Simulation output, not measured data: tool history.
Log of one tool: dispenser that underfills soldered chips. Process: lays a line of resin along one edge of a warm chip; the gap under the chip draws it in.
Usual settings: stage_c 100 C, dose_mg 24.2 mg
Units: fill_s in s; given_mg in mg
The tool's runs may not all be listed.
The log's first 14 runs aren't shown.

run,day,stage_c,dose_mg,fill_s,given_mg
15,2.133,110,24.2,58.9,22.16
# day 2.192: new syringe of resin
16,2.279,110,24.2,43.7,22.26
# day 2.425: dispensing valve cleaned and set on the balance
17,2.492,110,24.2,52.2,24.15
# day 2.617: new syringe of resin
18,2.667,110,24.2,41.6,24.22
19,2.842,103,26.9,62.1,26.72
# day 3.004: new syringe of resin
20,3.008,91,25.5,65.2,25.31
21,3.188,108,22.3,52.1,22.02
22,3.296,108,22.3,58.8,22.27
# day 3.392: new syringe of resin
23,3.412,98,22.3,55.9,21.88
24,3.6,98,22.3,68.2,22.06
25,3.754,98,22.3,80.7,22.06
# day 3.783: new syringe of resin
26,3.862,98,22.3,60.7,21.83
27,4.079,98,23.7,76.8,23.28
# day 4.171: new syringe of resin
28,4.262,98,23.7,61.2,23.44
29,4.388,98,23.7,69.3,23.07
# day 4.55: new syringe of resin
30,4.6,106,24.3,47.5,23.68
31,4.733,107,23.2,53.8,22.67
32,4.825,90,26.1,90.9,25.4
# day 4.942: new syringe of resin
33,5.058,90,26.1,76.5,25.37
34,5.238,105,23.1,65.1,22.25
# day 5.333: new syringe of resin
35,5.442,105,23.1,52.6,22.44
36,5.65,105,23.1,66.8,22.38

4 ways to go on from here, each from the tool as it stands after run 36. What would each give?
# day 5.721: new syringe of resin
A,5.829,105,28.5,?,?
# day 5.721: new syringe of resin
B,5.829,104,21.6,?,?
# day 5.721: new syringe of resin
C,5.829,105,31,?,?
# day 5.721: new syringe of resin
D,5.829,113,27,?,?

run,fill_s,given_mg
A,51.5,27.36
B,54.4,20.7
C,50.5,29.77
D,41.7,25.91
Without the tool's hidden state the same runs would have given:
run,fill_s,given_mg
A,44.3,28.43
B,46.5,21.51
C,43.4,30.93
D,35.8,26.93
